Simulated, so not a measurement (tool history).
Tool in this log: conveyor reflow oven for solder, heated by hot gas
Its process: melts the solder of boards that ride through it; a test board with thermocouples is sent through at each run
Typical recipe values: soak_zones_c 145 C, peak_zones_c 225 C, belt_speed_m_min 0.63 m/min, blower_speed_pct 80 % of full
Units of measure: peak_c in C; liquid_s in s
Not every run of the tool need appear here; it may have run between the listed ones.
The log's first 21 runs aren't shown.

At day 31.629: flux residue cleaned out of gas plates and filters.
Run 22, day 33.733: usual settings but soak_zones_c 139 C, belt_speed_m_min 0.512 m/min. Result: peak_c 213.8 C, liquid_s 54.7 s.
Run 23, day 35.538: usual settings but soak_zones_c 139 C, belt_speed_m_min 0.512 m/min. Result: peak_c 214.3 C, liquid_s 54.7 s.
At day 36.683: belt drive overhauled, speed set with a stopwatch, once more.
Run 24, day 36.879: usual settings but soak_zones_c 139 C, belt_speed_m_min 0.512 m/min. Result: peak_c 213 C, liquid_s 52.4 s.
Run 25, day 38.588: usual settings but soak_zones_c 139 C, belt_speed_m_min 0.512 m/min. Result: peak_c 212.6 C, liquid_s 51.9 s.
Run 26, day 40.525: usual settings but soak_zones_c 159 C, peak_zones_c 233 C, belt_speed_m_min 0.512 m/min. Result: peak_c 221.6 C, liquid_s 65.2 s.
Run 27, day 41.608: usual settings but soak_zones_c 159 C. Result: peak_c 211.3 C, liquid_s 46.7 s.
Run 28, day 42.667: usual settings but soak_zones_c 159 C. Result: peak_c 210.8 C, liquid_s 46.1 s.
Run 29, day 43.879: usual settings but soak_zones_c 146 C, peak_zones_c 217 C, belt_speed_m_min 0.683 m/min, blower_speed_pct 53 % of full. Result: peak_c 192.7 C, liquid_s 18.6 s.
Run 30, day 45.988: usual settings but soak_zones_c 138 C, peak_zones_c 214 C, belt_speed_m_min 0.686 m/min, blower_speed_pct 78 % of full. Result: peak_c 196.1 C, liquid_s 22.3 s.

Predict each of these 4 candidate next runs independently; none follows another, all start after run 30:
Run A, day 47.454: usual settings but soak_zones_c 138 C, peak_zones_c 214 C, belt_speed_m_min 0.574 m/min, blower_speed_pct 61 % of full. Result: peak_c ?, liquid_s ?.
Run B, day 47.454: usual settings but soak_zones_c 148 C, peak_zones_c 214 C, belt_speed_m_min 0.686 m/min, blower_speed_pct 78 % of full. Result: peak_c ?, liquid_s ?.
Run C, day 47.454: usual settings but soak_zones_c 150 C, peak_zones_c 234 C, belt_speed_m_min 0.71 m/min. Result: peak_c ?, liquid_s ?.
Run D, day 47.454: usual settings but peak_zones_c 233 C, belt_speed_m_min 0.741 m/min, blower_speed_pct 55 % of full. Result: peak_c ?, liquid_s ?.

run  peak_c  liquid_s
  A   195.6      27.5
  B   197.4      26.4
  C   213.9      39.3
  D   202.7      26.5
With the hidden condition removed and each run's random variation left untouched, the same runs would have given:
run  peak_c  liquid_s
  A   199.9        33
  B   201.9        31
  C   218.6      41.8
  D   206.9        30

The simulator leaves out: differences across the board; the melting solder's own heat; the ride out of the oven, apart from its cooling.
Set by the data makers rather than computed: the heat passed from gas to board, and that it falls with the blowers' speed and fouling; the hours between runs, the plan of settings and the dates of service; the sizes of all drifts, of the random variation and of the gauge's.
